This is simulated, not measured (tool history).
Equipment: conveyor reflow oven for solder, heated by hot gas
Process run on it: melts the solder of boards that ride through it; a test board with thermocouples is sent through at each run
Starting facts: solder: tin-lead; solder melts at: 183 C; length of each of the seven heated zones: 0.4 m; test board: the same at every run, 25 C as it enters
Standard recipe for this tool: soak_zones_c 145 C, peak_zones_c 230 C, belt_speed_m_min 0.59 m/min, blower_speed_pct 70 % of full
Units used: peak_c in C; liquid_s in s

Run 1, hour 0: usual settings. Result: peak_c 216.7 C, liquid_s 65 s.
Run 2, hour 91.2: usual settings but belt_speed_m_min 0.58 m/min. Result: peak_c 217 C, liquid_s 66.2 s.
Run 3, hour 162.9: usual settings but belt_speed_m_min 0.58 m/min. Result: peak_c 215.8 C, liquid_s 65.2 s.
Run 4, hour 251.4: usual settings but belt_speed_m_min 0.58 m/min. Result: peak_c 215.6 C, liquid_s 64.8 s.
Run 5, hour 301.1: usual settings but belt_speed_m_min 0.58 m/min. Result: peak_c 215.4 C, liquid_s 64.9 s.
Run 6, hour 372: usual settings but soak_zones_c 141 C. Result: peak_c 214.4 C, liquid_s 60 s.
Run 7, hour 461.2: usual settings but soak_zones_c 141 C. Result: peak_c 213.2 C, liquid_s 59.7 s.
Run 8, hour 543.2: usual settings but peak_zones_c 225 C, belt_speed_m_min 0.591 m/min. Result: peak_c 208.8 C, liquid_s 57.4 s.
Run 9, hour 619: usual settings but soak_zones_c 144 C. Result: peak_c 212 C, liquid_s 60.7 s.

Run 10 is up next; what results do you expect?
Run 10, hour 686.4: usual settings but peak_zones_c 228 C, belt_speed_m_min 0.52 m/min. Result: peak_c ?, liquid_s ?.

Logged for run 10: peak_c 214.3 C, liquid_s 71.8 s.
With no hidden state in the tool, this same run would have given peak_c 219.7 C, liquid_s 76.3 s.
